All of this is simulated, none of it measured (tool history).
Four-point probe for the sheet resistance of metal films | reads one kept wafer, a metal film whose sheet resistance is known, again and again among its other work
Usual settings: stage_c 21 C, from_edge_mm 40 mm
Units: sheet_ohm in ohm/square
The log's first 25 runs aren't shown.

run	day	stage_c	from_edge_mm	sheet_ohm
26	22.267	28	27	0.193732
27	23.238	28	27	0.193644
28	23.85	22	19	0.194109
29	24.621	23	40	0.193931
30	25.35	23	40	0.193895
31	26.221	28	49	0.193713
32	27.058	22	67	0.193991
33	27.983	22	67	0.193983
34	29.208	31	14	0.193717
35	30.321	28	40	0.193688
36	31.442	28	40	0.193719
37	32.108	21	19	0.194116
38	33.058	28	4	0.196232
39	33.8	24	8	0.194564
40	34.904	32	40	0.193497
41	35.992	32	40	0.193476
42	36.975	22	12	0.194245
43	38.008	22	5	0.195672
44	38.838	22	5	0.195611
45	39.704	23	64	0.193968

4 ways to go on from here, each from the tool as it stands after run 45. What would each give?
A	40.225	18	57	?
B	40.225	21	25	?
C	40.225	30	9	?
D	40.225	21	21	?

run	sheet_ohm
A	0.194179
B	0.194125
C	0.194151
D	0.194169
Without the tool's hidden state the same runs would have given:
run	sheet_ohm
A	0.194676
B	0.194618
C	0.194635
D	0.194662
